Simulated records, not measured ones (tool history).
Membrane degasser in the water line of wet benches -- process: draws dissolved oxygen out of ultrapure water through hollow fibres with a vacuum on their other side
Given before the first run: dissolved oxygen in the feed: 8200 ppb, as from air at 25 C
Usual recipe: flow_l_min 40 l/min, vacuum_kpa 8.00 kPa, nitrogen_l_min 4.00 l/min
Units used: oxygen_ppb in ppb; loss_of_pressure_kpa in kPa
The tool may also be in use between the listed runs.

run	hour	flow_l_min	vacuum_kpa	nitrogen_l_min	oxygen_ppb	loss_of_pressure_kpa
1	0.0	40	8.00	4.00	208.2	36.92
2	206.2	40	8.00	4.00	205.5	36.58
3	370.0	40	8.00	4.00	207.0	36.64
4	499.7	40	8.00	4.00	207.2	36.92
5	706.8	40	8.00	4.00	213.0	37.22
6	832.6	35	8.00	4.00	171.8	32.60
7	986.9	35	8.00	4.00	169.6	32.43
8	1238.3	57	8.00	4.00	348.1	52.79
9	1466.3	40	8.00	4.00	212.1	37.15
# hour 1601.4: seals of the vacuum lines changed
10	1690.7	40	8.00	4.00	215.2	37.26
11	1866.1	40	8.00	4.00	211.5	37.39
12	2034.0	40	8.00	4.00	214.9	37.29
13	2260.4	40	8.00	5.18	191.4	37.16
14	2465.1	40	8.00	2.72	263.2	37.71
15	2689.1	40	8.00	4.00	218.3	37.45
16	2850.6	40	8.00	4.00	218.1	37.50
17	2985.0	40	8.60	4.00	235.1	37.42
18	3178.3	40	8.60	4.00	228.0	37.23
19	3295.1	47	8.60	4.73	274.0	43.94
20	3470.5	28	16.23	10.82	129.9	26.37
21	3669.0	28	16.23	10.82	130.6	26.23
22	3933.5	28	16.23	10.82	130.3	26.39
23	4169.3	40	18.05	8.12	282.7	37.72
24	4335.5	28	12.52	4.00	206.8	26.44
25	4584.0	28	5.01	4.00	81.9	26.66
26	4808.5	38	8.00	3.86	210.7	35.81
27	4919.0	38	8.00	3.86	215.9	35.84
28	5053.2	26	10.80	4.31	155.4	24.51
# hour 5090.0: vacuum gauge calibrated
29	5187.9	42	14.13	3.75	394.9	39.89
30	5305.8	42	14.13	3.75	397.5	39.87
31	5463.7	40	8.78	4.00	242.1	38.00
32	5723.6	40	8.78	4.00	243.9	38.18

4 ways to go on from here, each from the tool as it stands after run 32. What would each give?
A	5840.7	26	15.20	3.91	?	?
B	5840.7	50	7.29	5.63	?	?
C	5840.7	30	17.22	4.14	?	?
D	5840.7	40	14.16	4.00	?	?

run	oxygen_ppb	loss_of_pressure_kpa
A	231.7	24.70
B	251.4	47.76
C	295.3	28.41
D	356.3	38.27
With the hidden condition removed and each run's random variation left untouched, the same runs would have given:
run	oxygen_ppb	loss_of_pressure_kpa
A	215.6	22.94
B	207.5	44.35
C	274.7	26.37
D	324.3	35.55

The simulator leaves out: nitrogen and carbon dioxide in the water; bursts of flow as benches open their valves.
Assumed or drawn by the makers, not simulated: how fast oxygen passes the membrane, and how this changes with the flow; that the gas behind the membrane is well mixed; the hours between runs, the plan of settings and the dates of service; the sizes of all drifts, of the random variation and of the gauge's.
